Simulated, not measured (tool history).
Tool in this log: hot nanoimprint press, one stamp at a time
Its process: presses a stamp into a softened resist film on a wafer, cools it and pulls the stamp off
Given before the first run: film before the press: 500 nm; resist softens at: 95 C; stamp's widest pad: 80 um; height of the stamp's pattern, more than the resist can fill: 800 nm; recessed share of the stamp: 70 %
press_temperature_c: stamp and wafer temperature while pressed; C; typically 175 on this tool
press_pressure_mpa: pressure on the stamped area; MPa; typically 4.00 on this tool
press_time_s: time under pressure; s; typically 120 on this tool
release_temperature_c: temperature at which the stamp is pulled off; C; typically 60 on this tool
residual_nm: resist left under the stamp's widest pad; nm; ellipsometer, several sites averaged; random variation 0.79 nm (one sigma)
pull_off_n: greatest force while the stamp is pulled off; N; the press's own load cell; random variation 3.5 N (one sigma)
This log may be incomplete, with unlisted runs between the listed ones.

{"run": 1, "hour": 0.0, "press_temperature_c": 175, "press_pressure_mpa": 4.0, "press_time_s": 120, "release_temperature_c": 60, "residual_nm": 213.5, "pull_off_n": 236}
{"hour": 25.1, "done": "stamp cleaned and given a new release coat"}
{"run": 2, "hour": 27.6, "press_temperature_c": 175, "press_pressure_mpa": 4.0, "press_time_s": 120, "release_temperature_c": 60, "residual_nm": 214.9, "pull_off_n": 170}
{"run": 3, "hour": 40.5, "press_temperature_c": 175, "press_pressure_mpa": 4.0, "press_time_s": 120, "release_temperature_c": 64, "residual_nm": 213.0, "pull_off_n": 160}
{"run": 4, "hour": 56.8, "press_temperature_c": 175, "press_pressure_mpa": 3.44, "press_time_s": 120, "release_temperature_c": 60, "residual_nm": 227.7, "pull_off_n": 169}
{"run": 5, "hour": 77.9, "press_temperature_c": 175, "press_pressure_mpa": 3.44, "press_time_s": 120, "release_temperature_c": 60, "residual_nm": 227.7, "pull_off_n": 177}
{"run": 6, "hour": 94.5, "press_temperature_c": 175, "press_pressure_mpa": 3.44, "press_time_s": 120, "release_temperature_c": 60, "residual_nm": 229.9, "pull_off_n": 186}
{"run": 7, "hour": 107.3, "press_temperature_c": 175, "press_pressure_mpa": 3.44, "press_time_s": 120, "release_temperature_c": 60, "residual_nm": 230.4, "pull_off_n": 198}
{"run": 8, "hour": 117.7, "press_temperature_c": 175, "press_pressure_mpa": 4.0, "press_time_s": 120, "release_temperature_c": 60, "residual_nm": 215.4, "pull_off_n": 184}
{"run": 9, "hour": 128.8, "press_temperature_c": 175, "press_pressure_mpa": 4.0, "press_time_s": 120, "release_temperature_c": 60, "residual_nm": 217.2, "pull_off_n": 196}
{"run": 10, "hour": 143.2, "press_temperature_c": 175, "press_pressure_mpa": 4.0, "press_time_s": 120, "release_temperature_c": 60, "residual_nm": 216.5, "pull_off_n": 199}
{"run": 11, "hour": 160.7, "press_temperature_c": 168, "press_pressure_mpa": 3.52, "press_time_s": 145, "release_temperature_c": 59, "residual_nm": 286.2, "pull_off_n": 206}
{"run": 12, "hour": 185.1, "press_temperature_c": 184, "press_pressure_mpa": 6.03, "press_time_s": 73, "release_temperature_c": 63, "residual_nm": 148.4, "pull_off_n": 189}
{"run": 13, "hour": 207.9, "press_temperature_c": 184, "press_pressure_mpa": 6.03, "press_time_s": 73, "release_temperature_c": 63, "residual_nm": 148.0, "pull_off_n": 201}
{"run": 14, "hour": 232.9, "press_temperature_c": 184, "press_pressure_mpa": 6.03, "press_time_s": 73, "release_temperature_c": 63, "residual_nm": 148.8, "pull_off_n": 200}
{"hour": 238.1, "done": "plate thermocouple calibrated"}
{"run": 15, "hour": 255.8, "press_temperature_c": 163, "press_pressure_mpa": 4.0, "press_time_s": 120, "release_temperature_c": 47, "residual_nm": 350.2, "pull_off_n": 273}
{"run": 16, "hour": 280.3, "press_temperature_c": 175, "press_pressure_mpa": 4.0, "press_time_s": 98, "release_temperature_c": 67, "residual_nm": 236.6, "pull_off_n": 196}
{"run": 17, "hour": 292.4, "press_temperature_c": 175, "press_pressure_mpa": 4.0, "press_time_s": 98, "release_temperature_c": 67, "residual_nm": 236.0, "pull_off_n": 205}
{"hour": 303.1, "done": "plate thermocouple calibrated, once more"}
{"run": 18, "hour": 308.3, "press_temperature_c": 175, "press_pressure_mpa": 4.0, "press_time_s": 98, "release_temperature_c": 67, "residual_nm": 231.5, "pull_off_n": 205}
{"run": 19, "hour": 326.4, "press_temperature_c": 164, "press_pressure_mpa": 3.07, "press_time_s": 98, "release_temperature_c": 54, "residual_nm": 376.1, "pull_off_n": 264}
{"run": 20, "hour": 337.9, "press_temperature_c": 181, "press_pressure_mpa": 3.07, "press_time_s": 74, "release_temperature_c": 54, "residual_nm": 228.0, "pull_off_n": 263}

Predict each of these 5 candidate next runs independently; none follows another, all start after run 20:
{"hour": 350.2, "done": "stamp cleaned and given a new release coat"}
{"run": "A", "hour": 368.9, "press_temperature_c": 166, "press_pressure_mpa": 4.42, "press_time_s": 120, "release_temperature_c": 60, "residual_nm": "?", "pull_off_n": "?"}
{"hour": 350.2, "done": "stamp cleaned and given a new release coat"}
{"run": "B", "hour": 368.9, "press_temperature_c": 175, "press_pressure_mpa": 4.47, "press_time_s": 120, "release_temperature_c": 60, "residual_nm": "?", "pull_off_n": "?"}
{"hour": 350.2, "done": "stamp cleaned and given a new release coat"}
{"run": "C", "hour": 368.9, "press_temperature_c": 175, "press_pressure_mpa": 4.0, "press_time_s": 120, "release_temperature_c": 48, "residual_nm": "?", "pull_off_n": "?"}
{"hour": 350.2, "done": "stamp cleaned and given a new release coat"}
{"run": "D", "hour": 368.9, "press_temperature_c": 164, "press_pressure_mpa": 2.65, "press_time_s": 120, "release_temperature_c": 46, "residual_nm": "?", "pull_off_n": "?"}
{"hour": 350.2, "done": "stamp cleaned and given a new release coat"}
{"run": "E", "hour": 368.9, "press_temperature_c": 181, "press_pressure_mpa": 5.76, "press_time_s": 74, "release_temperature_c": 50, "residual_nm": "?", "pull_off_n": "?"}

run=A residual_nm=298.0 pull_off_n=174
run=B residual_nm=205.0 pull_off_n=176
run=C residual_nm=213.6 pull_off_n=225
run=D residual_nm=374.5 pull_off_n=219
run=E residual_nm=169.7 pull_off_n=205
Without the tool's hidden state the same runs would have given:
run=A residual_nm=294.7 pull_off_n=170
run=B residual_nm=202.3 pull_off_n=171
run=C residual_nm=211.0 pull_off_n=220
run=D residual_nm=372.3 pull_off_n=214
run=E residual_nm=167.1 pull_off_n=200
